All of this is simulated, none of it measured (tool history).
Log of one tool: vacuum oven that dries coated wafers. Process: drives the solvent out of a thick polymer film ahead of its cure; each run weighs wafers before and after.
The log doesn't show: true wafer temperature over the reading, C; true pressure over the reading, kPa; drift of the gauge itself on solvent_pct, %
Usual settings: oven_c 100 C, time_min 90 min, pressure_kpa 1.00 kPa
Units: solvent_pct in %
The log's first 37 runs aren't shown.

run,hour,oven_c,time_min,pressure_kpa,hours of work since the thermocouples were calibrated,hours of work since the vacuum gauge was cleaned of residue,solvent_pct
# hour 1892.9: vacuum gauge cleaned of residue and calibrated
38,1902.2,100,65,0.85,249,5,3.42
39,1975.0,100,65,0.85,291,48,3.43
40,2021.7,93,124,1.00,318,75,2.62
41,2092.8,109,123,3.41,360,116,1.35
42,2139.4,113,90,1.81,387,144,0.94
43,2178.9,113,90,1.81,410,167,0.91
44,2222.3,113,90,1.81,435,192,0.90
45,2261.3,113,90,1.81,458,215,0.91
46,2327.2,112,90,3.66,496,253,1.53
47,2380.6,111,67,2.79,527,284,1.92

4 ways to go on from here, each from the tool as it stands after run 47. What would each give?
A,2437.1,111,113,0.67,560,317,?
B,2437.1,88,61,0.64,560,317,?
C,2437.1,111,55,2.79,560,317,?
D,2437.1,108,111,0.58,560,317,?

run,solvent_pct
A,0.46
B,6.02
C,2.45
D,0.64
Without the tool's hidden state the same runs would have given:
run,solvent_pct
A,0.48
B,6.16
C,2.58
D,0.69
